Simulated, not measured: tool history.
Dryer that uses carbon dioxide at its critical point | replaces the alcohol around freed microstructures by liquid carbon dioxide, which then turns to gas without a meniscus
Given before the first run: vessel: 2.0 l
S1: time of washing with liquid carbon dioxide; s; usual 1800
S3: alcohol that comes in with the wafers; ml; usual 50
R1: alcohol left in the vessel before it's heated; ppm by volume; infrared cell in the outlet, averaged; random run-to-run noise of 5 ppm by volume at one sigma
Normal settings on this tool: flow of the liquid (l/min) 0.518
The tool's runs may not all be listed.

run 1 hour=0 | S1=1800 flow_of_the_liquid_(l/min)=0.518 S3=50 | R1=92
run 2 hour=14.8 | S1=1800 flow_of_the_liquid_(l/min)=0.518 S3=50 | R1=83
run 3 hour=23.9 | S1=1800 flow_of_the_liquid_(l/min)=0.518 S3=50 | R1=95
run 4 hour=33.7 | S1=1680 flow_of_the_liquid_(l/min)=0.518 S3=50 | R1=104
run 5 hour=50.2 | S1=1680 flow_of_the_liquid_(l/min)=0.518 S3=50 | R1=102
run 6 hour=65.6 | S1=1680 flow_of_the_liquid_(l/min)=0.518 S3=50 | R1=104
run 7 hour=79 | S1=1680 flow_of_the_liquid_(l/min)=0.518 S3=50 | R1=114
run 8 hour=93 | S1=1680 flow_of_the_liquid_(l/min)=0.518 S3=50 | R1=102
run 9 hour=108.2 | S1=1680 flow_of_the_liquid_(l/min)=0.518 S3=50 | R1=111
run 10 hour=117.9 | S1=2160 flow_of_the_liquid_(l/min)=0.518 S3=50 | R1=64
run 11 hour=130.7 | S1=1800 flow_of_the_liquid_(l/min)=0.518 S3=87 | R1=122
run 12 hour=147.5 | S1=1920 flow_of_the_liquid_(l/min)=0.518 S3=50 | R1=88
run 13 hour=159.8 | S1=1920 flow_of_the_liquid_(l/min)=0.518 S3=50 | R1=81
run 14 hour=167.4 | S1=1920 flow_of_the_liquid_(l/min)=0.518 S3=50 | R1=82
run 15 hour=176.9 | S1=1920 flow_of_the_liquid_(l/min)=0.518 S3=50 | R1=93
run 16 hour=192.3 | S1=1920 flow_of_the_liquid_(l/min)=0.518 S3=50 | R1=83
run 17 hour=204.8 | S1=1920 flow_of_the_liquid_(l/min)=0.518 S3=50 | R1=85
run 18 hour=216.2 | S1=2160 flow_of_the_liquid_(l/min)=0.518 S3=50 | R1=78
run 19 hour=225.6 | S1=1800 flow_of_the_liquid_(l/min)=0.852 S3=50 | R1=64
run 20 hour=238.6 | S1=1800 flow_of_the_liquid_(l/min)=0.518 S3=50 | R1=103
run 21 hour=254.8 | S1=1800 flow_of_the_liquid_(l/min)=0.518 S3=46 | R1=99
run 22 hour=269.6 | S1=1260 flow_of_the_liquid_(l/min)=0.518 S3=50 | R1=316
run 23 hour=278.8 | S1=1260 flow_of_the_liquid_(l/min)=0.518 S3=50 | R1=329
run 24 hour=293.7 | S1=1920 flow_of_the_liquid_(l/min)=0.452 S3=95 | R1=179
run 25 hour=308.2 | S1=1920 flow_of_the_liquid_(l/min)=0.452 S3=95 | R1=187
run 26 hour=315.7 | S1=2520 flow_of_the_liquid_(l/min)=0.789 S3=37 | R1=70
run 27 hour=324.3 | S1=1920 flow_of_the_liquid_(l/min)=0.349 S3=92 | R1=541
run 28 hour=335.4 | S1=1800 flow_of_the_liquid_(l/min)=0.518 S3=29 | R1=98
run 29 hour=350.7 | S1=1800 flow_of_the_liquid_(l/min)=0.397 S3=64 | R1=305
run 30 hour=361.6 | S1=2640 flow_of_the_liquid_(l/min)=0.789 S3=24 | R1=79
run 31 hour=377.5 | S1=2640 flow_of_the_liquid_(l/min)=0.789 S3=24 | R1=78
run 32 hour=389.6 | S1=2640 flow_of_the_liquid_(l/min)=0.615 S3=63 | R1=77
run 33 hour=403.4 | S1=1920 flow_of_the_liquid_(l/min)=0.465 S3=91 | R1=183
run 34 hour=411 | S1=1920 flow_of_the_liquid_(l/min)=0.465 S3=91 | R1=178
run 35 hour=421.3 | S1=1500 flow_of_the_liquid_(l/min)=0.364 S3=50 | R1=695
run 36 hour=435.4 | S1=1200 flow_of_the_liquid_(l/min)=0.517 S3=29 | R1=286
run 37 hour=452.9 | S1=1800 flow_of_the_liquid_(l/min)=0.518 S3=31 | R1=115
run 38 hour=462 | S1=1920 flow_of_the_liquid_(l/min)=0.361 S3=38 | R1=248
run 39 hour=478.1 | S1=2700 flow_of_the_liquid_(l/min)=0.633 S3=93 | R1=84
run 40 hour=486.5 | S1=2700 flow_of_the_liquid_(l/min)=0.59 S3=25 | R1=84

What would each run have given without the hidden state, its run-to-run variation left as it was?
Hidden state at play: flow that reaches the vessel past the clogged filter, %; alcohol in the recycled carbon dioxide, ppm; drift of the gauge itself on alcohol_ppm, %.
run=1 R1=33
run=2 R1=23
run=3 R1=33
run=4 R1=35
run=5 R1=32
run=6 R1=33
run=7 R1=43
run=8 R1=29
run=9 R1=37
run=10 R1=4
run=11 R1=43
run=12 R1=20
run=13 R1=13
run=14 R1=15
run=15 R1=23
run=16 R1=16
run=17 R1=15
run=18 R1=12
run=19 R1=1
run=20 R1=24
run=21 R1=24
run=22 R1=173
run=23 R1=185
run=24 R1=69
run=25 R1=73
run=26 R1=1
run=27 R1=324
run=28 R1=19
run=29 R1=153
run=30 R1=10
run=31 R1=9
run=32 R1=5
run=33 R1=70
run=34 R1=63
run=35 R1=441
run=36 R1=146
run=37 R1=27
run=38 R1=109
run=39 R1=7
run=40 R1=8
